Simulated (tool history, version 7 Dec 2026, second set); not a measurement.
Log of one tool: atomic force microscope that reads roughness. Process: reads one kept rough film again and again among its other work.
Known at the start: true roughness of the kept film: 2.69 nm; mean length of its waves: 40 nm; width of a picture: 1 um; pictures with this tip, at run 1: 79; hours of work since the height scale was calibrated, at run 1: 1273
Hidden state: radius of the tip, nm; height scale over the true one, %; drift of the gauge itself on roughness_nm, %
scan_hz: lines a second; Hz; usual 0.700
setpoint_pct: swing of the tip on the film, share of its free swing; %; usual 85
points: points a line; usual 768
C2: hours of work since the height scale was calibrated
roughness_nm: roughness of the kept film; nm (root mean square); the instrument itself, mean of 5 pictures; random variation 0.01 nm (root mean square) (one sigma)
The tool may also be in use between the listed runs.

run 1 hour=0.0 | scan_hz=0.700 setpoint_pct=85 points=768 | pictures_with_this_tip=79 C2=1273 | roughness_nm=2.054
-- hour=9.3 new tip fitted
run 2 hour=63.3 | scan_hz=0.700 setpoint_pct=85 points=768 | pictures_with_this_tip=87 C2=1303 | roughness_nm=1.954
-- hour=70.0 new tip fitted
run 3 hour=123.2 | scan_hz=0.700 setpoint_pct=85 points=594 | pictures_with_this_tip=86 C2=1331 | roughness_nm=2.013
-- hour=128.2 new tip fitted
run 4 hour=176.4 | scan_hz=0.700 setpoint_pct=85 points=296 | pictures_with_this_tip=77 C2=1355 | roughness_nm=2.017
-- hour=188.8 new tip fitted
run 5 hour=237.7 | scan_hz=0.700 setpoint_pct=85 points=768 | pictures_with_this_tip=78 C2=1384 | roughness_nm=2.006
-- hour=247.1 new tip fitted
run 6 hour=276.7 | scan_hz=0.700 setpoint_pct=85 points=768 | pictures_with_this_tip=47 C2=1402 | roughness_nm=2.135
-- hour=306.4 new tip fitted
run 7 hour=334.6 | scan_hz=0.700 setpoint_pct=85 points=768 | pictures_with_this_tip=46 C2=1429 | roughness_nm=2.167
-- hour=364.1 new tip fitted
run 8 hour=370.6 | scan_hz=0.700 setpoint_pct=85 points=768 | pictures_with_this_tip=11 C2=1445 | roughness_nm=2.324
run 9 hour=416.9 | scan_hz=0.700 setpoint_pct=85 points=768 | pictures_with_this_tip=85 C2=1467 | roughness_nm=2.006
-- hour=424.5 new tip fitted
run 10 hour=460.6 | scan_hz=0.700 setpoint_pct=85 points=768 | pictures_with_this_tip=58 C2=1487 | roughness_nm=2.081
-- hour=483.1 new tip fitted
run 11 hour=514.5 | scan_hz=0.700 setpoint_pct=85 points=768 | pictures_with_this_tip=51 C2=1512 | roughness_nm=2.178
-- hour=540.3 new tip fitted
run 12 hour=578.7 | scan_hz=0.700 setpoint_pct=85 points=768 | pictures_with_this_tip=61 C2=1542 | roughness_nm=2.068
-- hour=603.1 new tip fitted
run 13 hour=623.6 | scan_hz=0.700 setpoint_pct=85 points=768 | pictures_with_this_tip=33 C2=1563 | roughness_nm=2.200
-- hour=662.5 new tip fitted
run 14 hour=681.6 | scan_hz=0.700 setpoint_pct=85 points=768 | pictures_with_this_tip=30 C2=1590 | roughness_nm=2.219
-- hour=721.8 new tip fitted
run 15 hour=748.2 | scan_hz=0.700 setpoint_pct=85 points=266 | pictures_with_this_tip=43 C2=1621 | roughness_nm=2.146
-- hour=781.4 new tip fitted
run 16 hour=818.4 | scan_hz=0.700 setpoint_pct=85 points=266 | pictures_with_this_tip=60 C2=1654 | roughness_nm=2.050
-- hour=843.2 new tip fitted
run 17 hour=889.7 | scan_hz=0.700 setpoint_pct=85 points=266 | pictures_with_this_tip=75 C2=1687 | roughness_nm=2.044
-- hour=904.2 new tip fitted
run 18 hour=943.7 | scan_hz=0.700 setpoint_pct=85 points=323 | pictures_with_this_tip=64 C2=1712 | roughness_nm=2.062
-- hour=962.7 new tip fitted
run 19 hour=985.8 | scan_hz=0.700 setpoint_pct=85 points=323 | pictures_with_this_tip=37 C2=1731 | roughness_nm=2.194
run 20 hour=1018.8 | scan_hz=0.700 setpoint_pct=85 points=323 | pictures_with_this_tip=90 C2=1747 | roughness_nm=1.985
-- hour=1024.4 new tip fitted
-- hour=1025.4 height scale calibrated on a step standard
run 21 hour=1053.4 | scan_hz=0.700 setpoint_pct=85 points=323 | pictures_with_this_tip=45 C2=13 | roughness_nm=2.148
-- hour=1084.0 new tip fitted
run 22 hour=1125.2 | scan_hz=0.746 setpoint_pct=85 points=768 | pictures_with_this_tip=66 C2=47 | roughness_nm=2.084
-- hour=1141.5 new tip fitted
run 23 hour=1193.9 | scan_hz=1.240 setpoint_pct=56 points=529 | pictures_with_this_tip=84 C2=79 | roughness_nm=2.137
-- hour=1200.6 new tip fitted
-- hour=1258.1 new tip fitted
run 24 hour=1258.1 | scan_hz=2.477 setpoint_pct=85 points=857 | pictures_with_this_tip=0 C2=108 | roughness_nm=2.021
-- hour=1317.7 new tip fitted
run 25 hour=1326.5 | scan_hz=1.342 setpoint_pct=76 points=701 | pictures_with_this_tip=14 C2=140 | roughness_nm=2.271
-- hour=1379.1 new tip fitted
run 26 hour=1388.4 | scan_hz=1.342 setpoint_pct=76 points=701 | pictures_with_this_tip=15 C2=169 | roughness_nm=2.273
-- hour=1413.1 height scale calibrated on a step standard, once more
-- hour=1442.7 new tip fitted
run 27 hour=1454.6 | scan_hz=2.345 setpoint_pct=87 points=312 | pictures_with_this_tip=19 C2=19 | roughness_nm=1.908
-- hour=1502.0 new tip fitted
run 28 hour=1504.1 | scan_hz=2.345 setpoint_pct=87 points=667 | pictures_with_this_tip=4 C2=42 | roughness_nm=1.963
-- hour=1565.7 new tip fitted
run 29 hour=1565.7 | scan_hz=2.345 setpoint_pct=87 points=667 | pictures_with_this_tip=0 C2=71 | roughness_nm=1.990
-- hour=1626.7 new tip fitted
run 30 hour=1626.7 | scan_hz=0.700 setpoint_pct=68 points=364 | pictures_with_this_tip=0 C2=99 | roughness_nm=2.442
run 31 hour=1679.8 | scan_hz=0.848 setpoint_pct=68 points=364 | pictures_with_this_tip=85 C2=124 | roughness_nm=2.061
-- hour=1687.1 new tip fitted
run 32 hour=1743.9 | scan_hz=0.848 setpoint_pct=68 points=364 | pictures_with_this_tip=91 C2=154 | roughness_nm=2.011
-- hour=1749.3 new tip fitted
-- hour=1809.2 new tip fitted
run 33 hour=1818.7 | scan_hz=0.589 setpoint_pct=55 points=441 | pictures_with_this_tip=15 C2=189 | roughness_nm=2.398
-- hour=1872.6 new tip fitted
run 34 hour=1875.0 | scan_hz=0.589 setpoint_pct=55 points=441 | pictures_with_this_tip=4 C2=215 | roughness_nm=2.450
run 35 hour=1917.1 | scan_hz=0.589 setpoint_pct=55 points=441 | pictures_with_this_tip=72 C2=234 | roughness_nm=2.144
-- hour=1930.4 new tip fitted
-- hour=1988.8 new tip fitted
run 36 hour=1992.7 | scan_hz=0.589 setpoint_pct=55 points=441 | pictures_with_this_tip=6 C2=269 | roughness_nm=2.468

4 ways to go on from here, each from the tool as it stands after run 36. What would each give?
run A hour=2027.2 | scan_hz=0.700 setpoint_pct=85 points=508 | pictures_with_this_tip=61 C2=286 | roughness_nm=?
run B hour=2027.2 | scan_hz=3.433 setpoint_pct=65 points=639 | pictures_with_this_tip=61 C2=286 | roughness_nm=?
run C hour=2027.2 | scan_hz=1.997 setpoint_pct=71 points=441 | pictures_with_this_tip=61 C2=286 | roughness_nm=?
run D hour=2027.2 | scan_hz=0.700 setpoint_pct=85 points=797 | pictures_with_this_tip=61 C2=286 | roughness_nm=?

run=A roughness_nm=2.096
run=B roughness_nm=1.995
run=C roughness_nm=2.027
run=D roughness_nm=2.108
Without the tool's hidden state the same runs would have given:
run=A roughness_nm=2.359
run=B roughness_nm=2.246
run=C roughness_nm=2.282
run=D roughness_nm=2.373
